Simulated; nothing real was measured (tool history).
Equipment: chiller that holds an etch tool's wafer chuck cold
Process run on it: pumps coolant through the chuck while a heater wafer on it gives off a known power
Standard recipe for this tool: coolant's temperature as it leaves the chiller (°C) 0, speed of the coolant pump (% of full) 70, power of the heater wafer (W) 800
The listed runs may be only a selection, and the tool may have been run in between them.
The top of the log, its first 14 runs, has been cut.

run,hour,coolant's temperature as it leaves the chiller (°C),speed of the coolant pump (% of full),power of the heater wafer (W),chuck's temperature once it has settled (°C),how much warmer the coolant comes back (C)
15,559.1,0,70,435,5.8,1.88
16,599.4,0,70,435,5.7,1.85
17,626.4,5,70,626,13.2,2.74
18,672.2,0,70,1033,13.1,4.50
19,710.5,0,70,1033,13.3,4.47
20,738.9,0,74,437,5.4,1.79
21,780.6,0,74,437,5.7,1.81
22,810.2,0,98,833,7.8,2.49
23,840.9,0,98,833,7.9,2.50
24,895.1,0,64,800,11.4,3.90
25,929.8,-9,78,800,0.4,3.12
26,979.9,1,67,654,10.0,3.00
27,1036.5,1,72,460,7.2,1.99
28,1082.2,1,72,460,7.0,1.98
29,1124.1,-3,70,800,7.6,3.52
30,1175.9,-3,95,458,1.8,1.46
31,1226.7,-3,95,458,1.8,1.46
32,1263.7,10,66,674,19.7,3.18

Alternative continuations, all from the tool just after run 32; predict every row:
A,1314.1,-9,97,667,?,?
B,1314.1,10,70,674,?,?
C,1314.1,-6,70,485,?,?
D,1314.1,-1,60,800,?,?

run,chuck's temperature once it has settled (°C),how much warmer the coolant comes back (C)
A,-2.3,2.02
B,19.2,3.01
C,0.8,2.13
D,11.5,4.26
With no hidden state in the tool, these same runs would have given:
run,chuck's temperature once it has settled (°C),how much warmer the coolant comes back (C)
A,-3.7,1.92
B,17.3,2.86
C,-0.6,2.02
D,9.2,4.04
